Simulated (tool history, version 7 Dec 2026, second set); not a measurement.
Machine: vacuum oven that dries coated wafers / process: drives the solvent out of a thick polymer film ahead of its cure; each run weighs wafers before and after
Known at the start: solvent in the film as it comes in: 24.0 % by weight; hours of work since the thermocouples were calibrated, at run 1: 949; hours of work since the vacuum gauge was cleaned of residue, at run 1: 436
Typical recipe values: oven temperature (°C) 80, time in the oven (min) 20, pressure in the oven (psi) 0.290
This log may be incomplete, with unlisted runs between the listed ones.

| run | hour | oven temperature (°C) | time in the oven (min) | pressure in the oven (psi) | hours of work since the thermocouples were calibrated | hours of work since the vacuum gauge was cleaned of residue | solvent left in the film (%) |
|---|---|---|---|---|---|---|---|
| 1 | 0.0 | 80 | 20 | 0.290 | 949 | 436 | 1.40 |
| 2 | 12.4 | 80 | 11 | 0.290 | 958 | 445 | 3.74 |
| 3 | 25.0 | 80 | 20 | 0.821 | 967 | 455 | 2.53 |
| 4 | 39.3 | 80 | 20 | 0.544 | 978 | 465 | 1.95 |
| 5 | 49.0 | 80 | 20 | 0.544 | 985 | 473 | 1.88 |
| 6 | 60.5 | 80 | 20 | 0.544 | 994 | 481 | 1.93 |
| 7 | 74.2 | 80 | 20 | 0.544 | 1004 | 491 | 1.96 |
| 8 | 80.9 | 80 | 20 | 0.544 | 1009 | 496 | 1.98 |
| 9 | 93.0 | 80 | 10 | 0.290 | 1018 | 506 | 4.34 |
| 10 | 100.4 | 80 | 10 | 0.290 | 1024 | 511 | 4.42 |
| 11 | 110.3 | 80 | 10 | 0.290 | 1031 | 519 | 4.43 |
| 12 | 116.9 | 80 | 20 | 0.403 | 1036 | 523 | 1.67 |
| 13 | 128.3 | 80 | 20 | 0.403 | 1045 | 532 | 1.70 |
| 14 | 141.2 | 80 | 20 | 0.403 | 1054 | 542 | 1.69 |
| 15 | 153.6 | 93 | 22 | 0.290 | 1064 | 551 | 0.49 |
| 16 | 164.8 | 89 | 22 | 0.336 | 1072 | 559 | 0.61 |
| 17 | 173.8 | 80 | 20 | 0.207 | 1079 | 566 | 1.32 |
| 18 | 189.0 | 80 | 20 | 0.207 | 1090 | 578 | 1.20 |
| 19 | 200.7 | 80 | 20 | 0.207 | 1099 | 586 | 1.29 |
| 20 | 211.3 | 71 | 17 | 0.207 | 1107 | 594 | 4.21 |
| 21 | 218.3 | 79 | 19 | 0.290 | 1112 | 599 | 1.68 |
| 22 | 226.8 | 80 | 20 | 0.692 | 1119 | 606 | 2.45 |
| 23 | 237.1 | 80 | 20 | 0.692 | 1126 | 614 | 2.38 |
| 24 | 243.5 | 76 | 20 | 0.225 | 1131 | 618 | 2.12 |
| 25 | 253.7 | 74 | 33 | 0.821 | 1139 | 626 | 2.85 |

Consider 5 possible next runs. They are alternatives, not a sequence: every one starts from the tool as it was left by run 25. What does each give?
| A | 265.4 | 89 | 26 | 0.464 | 1148 | 635 | ? |
| B | 265.4 | 78 | 33 | 0.821 | 1148 | 635 | ? |
| C | 265.4 | 67 | 33 | 0.821 | 1148 | 635 | ? |
| D | 265.4 | 72 | 24 | 0.290 | 1148 | 635 | ? |
| E | 265.4 | 74 | 13 | 0.930 | 1148 | 635 | ? |

| run | solvent left in the film (%) |
|---|---|
| A | 0.88 |
| B | 2.13 |
| C | 4.69 |
| D | 2.50 |
| E | 6.54 |
With the hidden condition removed and each run's random variation left untouched, the same runs would have given:
| run | solvent left in the film (%) |
|---|---|
| A | 0.82 |
| B | 1.96 |
| C | 4.27 |
| D | 2.18 |
| E | 6.04 |

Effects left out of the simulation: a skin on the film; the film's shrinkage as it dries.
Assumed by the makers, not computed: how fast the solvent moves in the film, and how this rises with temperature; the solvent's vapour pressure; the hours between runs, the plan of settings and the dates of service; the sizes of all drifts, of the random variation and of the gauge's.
